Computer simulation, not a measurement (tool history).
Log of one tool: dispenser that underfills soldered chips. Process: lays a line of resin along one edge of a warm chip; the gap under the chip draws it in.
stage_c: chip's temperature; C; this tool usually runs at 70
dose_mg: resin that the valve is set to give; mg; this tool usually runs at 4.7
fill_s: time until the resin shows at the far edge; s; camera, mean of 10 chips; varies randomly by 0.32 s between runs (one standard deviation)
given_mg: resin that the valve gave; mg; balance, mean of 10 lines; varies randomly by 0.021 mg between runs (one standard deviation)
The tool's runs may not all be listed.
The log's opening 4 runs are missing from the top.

| run | hour | stage_c | dose_mg | fill_s | given_mg |
|---|---|---|---|---|---|
|  | 32 | new syringe of resin |
| 5 | 34.1 | 70 | 4.97 | 10.7 | 4.81 |
|  | 41.8 | new syringe of resin |
| 6 | 41.8 | 70 | 4.97 | 9.6 | 4.8 |
|  | 51.7 | new syringe of resin |
| 7 | 52.1 | 70 | 4.97 | 10 | 4.8 |
|  | 55.8 | dispensing valve cleaned and set on the balance |
| 8 | 60.2 | 70 | 4.97 | 14.2 | 4.94 |
|  | 62.1 | new syringe of resin |
| 9 | 66.9 | 70 | 4.97 | 12.4 | 4.96 |
|  | 71.6 | new syringe of resin |
| 10 | 75.1 | 73 | 4.97 | 10.4 | 4.96 |
|  | 81.1 | new syringe of resin |
| 11 | 84.3 | 55 | 4.7 | 19.3 | 4.73 |
| 12 | 89.3 | 55 | 4.7 | 24.9 | 4.72 |
|  | 90.5 | new syringe of resin |
| 13 | 95.3 | 55 | 4.48 | 20.8 | 4.44 |
|  | 99.9 | new syringe of resin |
| 14 | 104.4 | 55 | 4.48 | 20.7 | 4.43 |
|  | 109.6 | new syringe of resin |
| 15 | 113.1 | 84 | 4.7 | 6.5 | 4.69 |
|  | 118.9 | new syringe of resin |
| 16 | 119.8 | 84 | 4.7 | 6.3 | 4.66 |
|  | 128.1 | new syringe of resin |
| 17 | 129 | 84 | 4.7 | 6.6 | 4.64 |
| 18 | 136.8 | 84 | 4.72 | 9.6 | 4.68 |

The next listed run, before its measurement:
|  | 137.7 | new syringe of resin |
| 19 | 143.7 | 84 | 4.72 | ? | ? |

Run 19 produced fill_s 8 s, given_mg 4.66 mg.
Had the tool carried no hidden state, the very same run would have given fill_s 6.1 s, given_mg 4.73 mg.
